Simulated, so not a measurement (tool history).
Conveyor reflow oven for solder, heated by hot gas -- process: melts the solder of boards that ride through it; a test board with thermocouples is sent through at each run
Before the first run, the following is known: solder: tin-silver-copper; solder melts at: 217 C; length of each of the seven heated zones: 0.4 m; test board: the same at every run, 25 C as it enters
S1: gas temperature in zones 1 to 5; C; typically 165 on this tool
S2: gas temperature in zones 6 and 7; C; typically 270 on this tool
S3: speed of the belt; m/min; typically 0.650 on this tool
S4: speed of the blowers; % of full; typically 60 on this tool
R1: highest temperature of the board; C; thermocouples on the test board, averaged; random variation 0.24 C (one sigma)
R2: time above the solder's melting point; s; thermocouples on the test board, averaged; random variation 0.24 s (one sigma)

{"run": 1, "hour": 0.0, "S1": 165, "S2": 270, "S3": 0.65, "S4": 60, "R1": 238.5, "R2": 38.3}
{"hour": 9.4, "done": "flux residue cleaned out of gas plates and filters"}
{"run": 2, "hour": 49.9, "S1": 165, "S2": 270, "S3": 0.65, "S4": 60, "R1": 240.6, "R2": 40.9}
{"hour": 78.9, "done": "thermocouples of zones 6 and 7 changed"}
{"run": 3, "hour": 84.0, "S1": 165, "S2": 267, "S3": 0.65, "S4": 60, "R1": 240.9, "R2": 41.0}
{"run": 4, "hour": 107.6, "S1": 163, "S2": 270, "S3": 0.65, "S4": 60, "R1": 242.5, "R2": 42.3}
{"run": 5, "hour": 141.9, "S1": 165, "S2": 270, "S3": 0.65, "S4": 60, "R1": 242.9, "R2": 43.1}
{"run": 6, "hour": 167.4, "S1": 165, "S2": 270, "S3": 0.65, "S4": 60, "R1": 242.5, "R2": 42.8}
{"hour": 200.9, "done": "belt drive overhauled, speed set with a stopwatch"}
{"run": 7, "hour": 207.9, "S1": 165, "S2": 270, "S3": 0.65, "S4": 53, "R1": 237.3, "R2": 34.6}
{"run": 8, "hour": 233.7, "S1": 165, "S2": 270, "S3": 0.65, "S4": 53, "R1": 237.2, "R2": 34.9}
{"run": 9, "hour": 266.4, "S1": 165, "S2": 270, "S3": 0.65, "S4": 53, "R1": 237.1, "R2": 34.5}
{"run": 10, "hour": 317.5, "S1": 165, "S2": 270, "S3": 0.65, "S4": 60, "R1": 240.3, "R2": 39.2}
{"run": 11, "hour": 365.4, "S1": 165, "S2": 270, "S3": 0.65, "S4": 60, "R1": 240.3, "R2": 38.8}
{"hour": 391.8, "done": "flux residue cleaned out of gas plates and filters"}
{"run": 12, "hour": 423.4, "S1": 165, "S2": 270, "S3": 0.65, "S4": 60, "R1": 242.0, "R2": 41.3}
{"run": 13, "hour": 446.1, "S1": 165, "S2": 270, "S3": 0.65, "S4": 60, "R1": 242.2, "R2": 41.5}
{"run": 14, "hour": 497.3, "S1": 164, "S2": 270, "S3": 0.65, "S4": 60, "R1": 241.4, "R2": 40.1}
{"run": 15, "hour": 539.4, "S1": 165, "S2": 277, "S3": 0.65, "S4": 60, "R1": 246.8, "R2": 45.7}
{"run": 16, "hour": 589.1, "S1": 159, "S2": 259, "S3": 0.768, "S4": 73, "R1": 229.9, "R2": 20.1}
{"run": 17, "hour": 612.3, "S1": 171, "S2": 259, "S3": 0.768, "S4": 73, "R1": 232.3, "R2": 26.8}
{"run": 18, "hour": 636.9, "S1": 171, "S2": 259, "S3": 0.768, "S4": 73, "R1": 232.6, "R2": 26.4}
{"run": 19, "hour": 660.9, "S1": 171, "S2": 259, "S3": 0.768, "S4": 73, "R1": 231.8, "R2": 25.8}
{"run": 20, "hour": 691.4, "S1": 170, "S2": 270, "S3": 0.761, "S4": 60, "R1": 234.4, "R2": 27.1}
{"run": 21, "hour": 731.2, "S1": 175, "S2": 270, "S3": 0.65, "S4": 60, "R1": 242.5, "R2": 44.7}
{"hour": 769.3, "done": "flux residue cleaned out of gas plates and filters"}
{"run": 22, "hour": 777.8, "S1": 175, "S2": 270, "S3": 0.65, "S4": 60, "R1": 244.4, "R2": 47.1}
{"run": 23, "hour": 826.9, "S1": 175, "S2": 270, "S3": 0.65, "S4": 79, "R1": 251.5, "R2": 54.9}
{"run": 24, "hour": 872.2, "S1": 175, "S2": 262, "S3": 0.536, "S4": 79, "R1": 249.5, "R2": 67.1}
{"run": 25, "hour": 895.4, "S1": 157, "S2": 270, "S3": 0.696, "S4": 60, "R1": 236.0, "R2": 29.5}
{"run": 26, "hour": 949.1, "S1": 157, "S2": 270, "S3": 0.696, "S4": 73, "R1": 241.8, "R2": 37.0}
{"run": 27, "hour": 985.0, "S1": 157, "S2": 270, "S3": 0.696, "S4": 73, "R1": 241.5, "R2": 36.2}
{"run": 28, "hour": 1037.0, "S1": 170, "S2": 275, "S3": 0.593, "S4": 61, "R1": 250.3, "R2": 56.1}
{"run": 29, "hour": 1077.3, "S1": 170, "S2": 275, "S3": 0.593, "S4": 61, "R1": 249.6, "R2": 55.5}
{"run": 30, "hour": 1111.2, "S1": 156, "S2": 270, "S3": 0.634, "S4": 54, "R1": 235.5, "R2": 32.1}

Each row is a separate what-if for the run after 30, all from the same tool condition, not one after another. Results?
{"hour": 1145.8, "done": "flux residue cleaned out of gas plates and filters"}
{"run": "A", "hour": 1148.0, "S1": 165, "S2": 270, "S3": 0.65, "S4": 73, "R1": "?", "R2": "?"}
{"hour": 1145.8, "done": "flux residue cleaned out of gas plates and filters"}
{"run": "B", "hour": 1148.0, "S1": 156, "S2": 270, "S3": 0.634, "S4": 55, "R1": "?", "R2": "?"}
{"hour": 1145.8, "done": "flux residue cleaned out of gas plates and filters"}
{"run": "C", "hour": 1148.0, "S1": 168, "S2": 278, "S3": 0.692, "S4": 60, "R1": "?", "R2": "?"}

run=A R1=247.5 R2=47.9
run=B R1=237.9 R2=35.1
run=C R1=245.7 R2=42.7
Had the tool no hidden state, the same runs would have come out as:
run=A R1=248.7 R2=48.4
run=B R1=238.9 R2=35.8
run=C R1=246.7 R2=43.1
